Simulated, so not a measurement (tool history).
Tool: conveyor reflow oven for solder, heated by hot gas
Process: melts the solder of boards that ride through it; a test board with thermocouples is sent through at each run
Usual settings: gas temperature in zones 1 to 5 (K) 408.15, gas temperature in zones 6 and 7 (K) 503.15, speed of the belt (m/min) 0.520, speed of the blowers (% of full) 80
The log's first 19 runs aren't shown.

run,hour,gas temperature in zones 1 to 5 (K),gas temperature in zones 6 and 7 (K),speed of the belt (m/min),speed of the blowers (% of full),hours of work since the flux was cleaned out,hours of work since the belt drive was overhauled,hours of work since the thermocouples were changed,highest temperature of the board (K),time above the solder's melting point (s)
20,476.4,409.15,499.15,0.520,56,152,69,674,471.75,30.5
# hour 493.7: belt drive overhauled, speed set with a stopwatch, once more
21,509.1,409.15,504.15,0.618,56,166,8,688,466.55,18.2
# hour 520.6: flux residue cleaned out of gas plates and filters
22,527.6,409.15,504.15,0.618,56,3,14,695,468.65,21.0
23,561.2,409.15,504.15,0.618,56,20,31,711,468.75,20.7
24,575.2,419.15,496.15,0.520,80,27,38,718,480.05,46.1
25,593.3,408.15,494.15,0.515,80,36,46,727,476.25,38.7
26,616.0,412.15,503.15,0.520,66,47,58,738,479.85,42.2
27,645.8,412.15,503.15,0.520,66,61,72,753,479.85,41.9
28,673.1,412.15,503.15,0.520,66,75,86,766,479.65,42.0
29,701.0,412.15,501.15,0.520,66,89,99,780,478.15,40.0
30,734.7,399.15,503.15,0.613,80,105,116,796,474.35,27.2

Forecast each of these 4 alternatives for the next run:
A,753.6,399.15,512.15,0.601,56,114,125,806,?,?
B,753.6,416.15,497.15,0.509,80,114,125,806,?,?
C,753.6,399.15,493.15,0.587,82,114,125,806,?,?
D,753.6,399.15,500.15,0.613,80,114,125,806,?,?

run,highest temperature of the board (K),time above the solder's melting point (s)
A,471.55,23.0
B,480.05,46.1
C,469.15,22.1
D,472.35,24.9
Without the tool's hidden state the same runs would have given:
run,highest temperature of the board (K),time above the solder's melting point (s)
A,473.55,25.2
B,482.05,48.0
C,471.35,25.0
D,474.65,27.4

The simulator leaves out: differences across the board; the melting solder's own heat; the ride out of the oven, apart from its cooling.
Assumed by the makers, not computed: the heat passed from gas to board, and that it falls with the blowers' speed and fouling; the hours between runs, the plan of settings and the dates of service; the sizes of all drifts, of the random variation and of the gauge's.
